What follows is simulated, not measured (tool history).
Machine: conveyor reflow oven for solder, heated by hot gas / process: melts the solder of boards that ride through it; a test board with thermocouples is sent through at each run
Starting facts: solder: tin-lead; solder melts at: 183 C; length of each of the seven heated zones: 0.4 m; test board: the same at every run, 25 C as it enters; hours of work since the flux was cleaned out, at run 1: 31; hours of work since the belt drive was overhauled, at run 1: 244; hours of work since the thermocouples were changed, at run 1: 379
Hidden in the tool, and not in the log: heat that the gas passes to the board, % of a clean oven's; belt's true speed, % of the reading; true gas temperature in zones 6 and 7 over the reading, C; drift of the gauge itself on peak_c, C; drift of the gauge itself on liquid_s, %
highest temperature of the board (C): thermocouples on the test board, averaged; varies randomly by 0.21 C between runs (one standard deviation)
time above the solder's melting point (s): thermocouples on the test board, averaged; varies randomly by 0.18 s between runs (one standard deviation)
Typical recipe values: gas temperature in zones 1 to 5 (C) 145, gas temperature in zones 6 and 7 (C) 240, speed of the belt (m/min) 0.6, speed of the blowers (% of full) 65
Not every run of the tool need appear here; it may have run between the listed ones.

| run | day | gas temperature in zones 1 to 5 (C) | gas temperature in zones 6 and 7 (C) | speed of the belt (m/min) | speed of the blowers (% of full) | hours of work since the flux was cleaned out | hours of work since the belt drive was overhauled | hours of work since the thermocouples were changed | highest temperature of the board (C) | time above the solder's melting point (s) |
|---|---|---|---|---|---|---|---|---|---|---|
| 1 | 0 | 145 | 240 | 0.6 | 65 | 31 | 244 | 379 | 220.8 | 64.2 |
| 2 | 2.229 | 145 | 240 | 0.621 | 65 | 64 | 278 | 412 | 219.2 | 60.9 |
| 3 | 3.988 | 145 | 240 | 0.621 | 65 | 91 | 305 | 439 | 219.5 | 60.7 |
| 4 | 5.438 | 145 | 242 | 0.6 | 65 | 113 | 326 | 461 | 222.1 | 65.5 |
| 5 | 7.279 | 145 | 242 | 0.6 | 65 | 141 | 354 | 489 | 222.1 | 65.5 |
| 6 | 9.488 | 145 | 242 | 0.6 | 65 | 174 | 388 | 522 | 222 | 65.1 |
| 7 | 11.829 | 145 | 242 | 0.6 | 65 | 209 | 423 | 557 | 221.7 | 65.6 |
| 8 | 14.946 | 145 | 242 | 0.6 | 65 | 256 | 470 | 604 | 221.8 | 65.6 |
| 9 | 16.812 | 149 | 240 | 0.6 | 65 | 284 | 498 | 632 | 221.4 | 66.6 |
|  | 19.317 | flux residue cleaned out of gas plates and filters |
| 10 | 19.558 | 156 | 240 | 0.6 | 65 | 4 | 536 | 671 | 222.7 | 70.8 |
| 11 | 22.292 | 156 | 240 | 0.6 | 65 | 45 | 577 | 712 | 222.4 | 71 |
| 12 | 24.742 | 156 | 240 | 0.6 | 65 | 82 | 614 | 749 | 222.4 | 70.7 |
| 13 | 26.288 | 156 | 240 | 0.6 | 65 | 105 | 638 | 772 | 222.4 | 71 |
|  | 27.342 | thermocouples of zones 6 and 7 changed |
| 14 | 28.462 | 156 | 240 | 0.6 | 65 | 137 | 669 | 17 | 222.3 | 70.9 |
| 15 | 31.25 | 145 | 240 | 0.6 | 65 | 179 | 711 | 59 | 220.2 | 64.6 |

Estimate the outcome of run 16 from the log above:
| 16 | 33.862 | 145 | 240 | 0.6 | 65 | 218 | 751 | 98 | ? | ? |

{"run 16": {"highest temperature of the board (C)": 220.3, "time above the solder's melting point (s)": 64.1}}
With the hidden condition absent and the run-to-run variation left alone, this run would have shown highest temperature of the board (C) 220.3, time above the solder's melting point (s) 64.1.

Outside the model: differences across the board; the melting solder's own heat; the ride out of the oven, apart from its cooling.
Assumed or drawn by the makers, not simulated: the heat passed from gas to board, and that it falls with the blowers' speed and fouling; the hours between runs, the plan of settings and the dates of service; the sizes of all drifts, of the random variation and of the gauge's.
